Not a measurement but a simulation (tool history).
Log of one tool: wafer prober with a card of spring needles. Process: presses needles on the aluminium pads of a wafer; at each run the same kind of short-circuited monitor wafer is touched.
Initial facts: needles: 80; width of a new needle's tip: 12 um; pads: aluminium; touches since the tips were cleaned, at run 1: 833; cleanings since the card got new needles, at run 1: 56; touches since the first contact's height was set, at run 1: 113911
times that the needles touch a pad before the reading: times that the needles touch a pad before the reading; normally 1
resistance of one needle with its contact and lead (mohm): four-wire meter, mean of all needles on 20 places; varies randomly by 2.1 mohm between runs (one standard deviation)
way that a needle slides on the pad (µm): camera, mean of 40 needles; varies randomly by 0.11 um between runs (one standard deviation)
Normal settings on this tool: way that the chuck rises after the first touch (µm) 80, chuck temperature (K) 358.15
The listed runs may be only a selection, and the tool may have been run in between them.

run,hour,way that the chuck rises after the first touch (µm),chuck temperature (K),times that the needles touch a pad before the reading,touches since the tips were cleaned,cleanings since the card got new needles,touches since the first contact's height was set,resistance of one needle with its contact and lead (mohm),way that a needle slides on the pad (µm)
1,0,80,358.15,1,833,56,113911,254,11.49
# hour 3.3: tips cleaned on abrasive film
# hour 9: tips cleaned on abrasive film
2,9.8,80,358.15,1,285,58,117525,245,11.69
# hour 14.5: tips cleaned on abrasive film
3,19.2,80,358.15,1,1748,59,121032,263,11.51
# hour 19.9: tips cleaned on abrasive film
# hour 25.4: tips cleaned on abrasive film
4,26.8,80,341.15,1,506,61,123819,245,11.65
# hour 30.8: tips cleaned on abrasive film
5,33.6,80,358.15,1,1047,62,126352,255,11.76
# hour 36.2: tips cleaned on abrasive film
# hour 42: tips cleaned on abrasive film
# hour 47: tips cleaned on abrasive film
6,47,80,306.15,1,17,65,131299,227,11.88
# hour 52.4: tips cleaned on abrasive film
7,53.1,80,306.15,1,239,66,133550,230,11.77
# hour 57.4: tips cleaned on abrasive film
# hour 62.5: tips cleaned on abrasive film
8,66.9,74,358.15,1,1658,68,138691,265,10.68
# hour 68: tips cleaned on abrasive film
# hour 73.3: tips cleaned on abrasive film
9,74.9,74,358.15,1,613,70,141648,251,10.7
# hour 79.4: tips cleaned on abrasive film
# hour 84.7: tips cleaned on abrasive film
# hour 89.7: tips cleaned on abrasive film
10,89.8,80,358.15,1,57,73,147146,245,11.51
# hour 95.1: tips cleaned on abrasive film
11,99.7,80,358.15,1,1746,74,150849,261,11.7
# hour 100.5: tips cleaned on abrasive film
# hour 105.6: tips cleaned on abrasive film
# hour 110.6: tips cleaned on abrasive film
12,110.7,80,358.15,1,27,77,154874,242,11.45
# hour 115.7: tips cleaned on abrasive film
# hour 121.1: tips cleaned on abrasive film
13,123.2,80,358.15,1,765,79,159493,249,11.56
# hour 126.1: tips cleaned on abrasive film
# hour 131: tips cleaned on abrasive film
14,131,80,358.15,1,0,81,162367,242,11.58
# hour 136.3: tips cleaned on abrasive film
15,137.3,80,358.15,1,378,82,164695,247,11.48
# hour 141.3: tips cleaned on abrasive film
16,144.5,66,382.15,1,1173,83,167372,272,9.2
# hour 146.7: tips cleaned on abrasive film
17,150.6,92,303.15,1,1476,84,169665,243,13.18
# hour 151.8: tips cleaned on abrasive film
# hour 157.7: tips cleaned on abrasive film
18,161,92,303.15,1,1237,86,173508,244,13.14
# hour 163.3: tips cleaned on abrasive film
# hour 168.2: tips cleaned on abrasive film
19,169.4,74,303.15,1,461,88,176608,238,10.38
# hour 173.8: tips cleaned on abrasive film
# hour 178.8: tips cleaned on abrasive film
20,180.6,74,303.15,1,676,90,180745,242,10.3
# hour 184: tips cleaned on abrasive film
# hour 189.8: tips cleaned on abrasive film
21,190.5,67,338.15,1,252,92,184383,246,9.21
# hour 195.2: tips cleaned on abrasive film
# hour 201: tips cleaned on abrasive film
22,201.1,62,305.15,2,47,94,188321,233,8.53
# hour 206.2: tips cleaned on abrasive film
23,207.4,62,305.15,2,429,95,190656,236,8.49
# hour 211.1: tips cleaned on abrasive film
24,213.7,68,350.15,2,964,96,193000,252,9.51
# hour 216.5: tips cleaned on abrasive film
# hour 222.5: tips cleaned on abrasive film
25,224.1,61,338.15,1,588,98,196840,263,8.17
# hour 227.5: tips cleaned on abrasive film
# hour 233: tips cleaned on abrasive film
26,233,61,338.15,1,0,100,200127,240,8.18
# hour 239: tips cleaned on abrasive film
# hour 244.1: tips cleaned on abrasive film
27,244.3,79,310.15,2,89,102,204311,230,11.22
# hour 249.2: tips cleaned on abrasive film
# hour 255.2: tips cleaned on abrasive film
28,256.3,79,310.15,2,423,104,208767,231,10.93

Run 29, settings as shown, results not yet in. Your forecast:
# hour 261: tips cleaned on abrasive film
29,262.5,79,310.15,1,561,105,211050,?,?

resistance of one needle with its contact and lead (mohm): 238
way that a needle slides on the pad (µm): 10.99
Minus the tool's unlogged condition, the same run would have read resistance of one needle with its contact and lead (mohm) 225, way that a needle slides on the pad (µm) 12.47.
